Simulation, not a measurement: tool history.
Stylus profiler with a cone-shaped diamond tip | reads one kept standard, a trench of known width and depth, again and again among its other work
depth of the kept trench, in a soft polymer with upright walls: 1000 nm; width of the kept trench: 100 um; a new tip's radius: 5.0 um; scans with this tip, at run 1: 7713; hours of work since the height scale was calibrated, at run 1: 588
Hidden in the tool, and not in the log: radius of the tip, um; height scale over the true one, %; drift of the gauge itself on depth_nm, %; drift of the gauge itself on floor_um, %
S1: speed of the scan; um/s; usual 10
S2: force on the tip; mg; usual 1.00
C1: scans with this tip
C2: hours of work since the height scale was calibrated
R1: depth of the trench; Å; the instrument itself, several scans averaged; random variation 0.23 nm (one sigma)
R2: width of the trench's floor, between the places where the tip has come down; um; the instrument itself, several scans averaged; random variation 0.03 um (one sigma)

run,hour,S1,S2,C1,C2,R1,R2
1,0.0,10,1.00,7713,588,10061.3,92.54
2,38.6,10,1.00,7980,609,10055.3,92.48
3,79.9,10,1.00,8267,630,10058.7,92.43
4,120.6,24,1.00,8549,652,10055.4,92.19
5,193.8,24,1.00,9056,691,10052.6,92.12
6,233.6,24,1.00,9332,712,10051.5,92.11
7,301.1,3,1.00,9800,747,10052.1,92.25
8,378.9,3,1.00,10339,788,10055.3,92.20
9,431.5,10,1.00,10704,816,10049.7,92.03
10,478.2,10,1.00,11028,841,10051.5,92.01
11,552.9,10,1.00,11546,880,10045.8,91.88
12,621.7,10,1.00,12023,917,10045.1,91.83
13,673.1,10,1.00,12379,944,10044.1,91.77
14,720.2,10,1.00,12706,969,10044.2,91.82
15,807.4,10,2.00,13310,1015,10090.8,91.75
16,857.5,6,2.00,13658,1041,10093.2,91.68
# hour 864.2: height scale calibrated on a step standard
17,934.7,33,2.62,14189,37,10098.9,91.50
18,1025.2,2,2.28,14817,85,10083.0,91.57
19,1070.8,4,1.20,15133,109,10026.0,91.48
# hour 1133.3: new tip fitted, height scale calibrated
20,1145.3,5,0.95,83,6,10080.2,93.88
# hour 1234.0: height scale calibrated on a step standard, once more
21,1237.2,5,0.95,717,2,10083.0,93.81
22,1296.7,3,1.00,1129,33,10084.3,93.75
23,1351.6,29,0.51,1510,62,10053.8,93.33
24,1397.6,29,1.58,1829,86,10113.7,93.47
25,1439.0,35,0.81,2116,108,10066.7,93.15
26,1485.6,20,1.35,2439,133,10096.8,93.37
27,1565.4,20,1.35,2993,175,10096.6,93.21
28,1625.0,11,1.47,3405,207,10103.8,93.34
29,1664.5,10,0.66,3679,228,10057.7,93.16
30,1746.7,16,1.04,4249,271,10074.5,93.08
31,1805.0,39,0.66,4653,302,10052.1,92.77

The next listed run, before its measurement:
32,1863.4,2,1.20,5058,333,?,?

Run 32 gave R1 10086.3 Å, R2 93.05 um.
Without the tool's hidden state the same run would have given R1 10101.7 Å, R2 93.97 um.
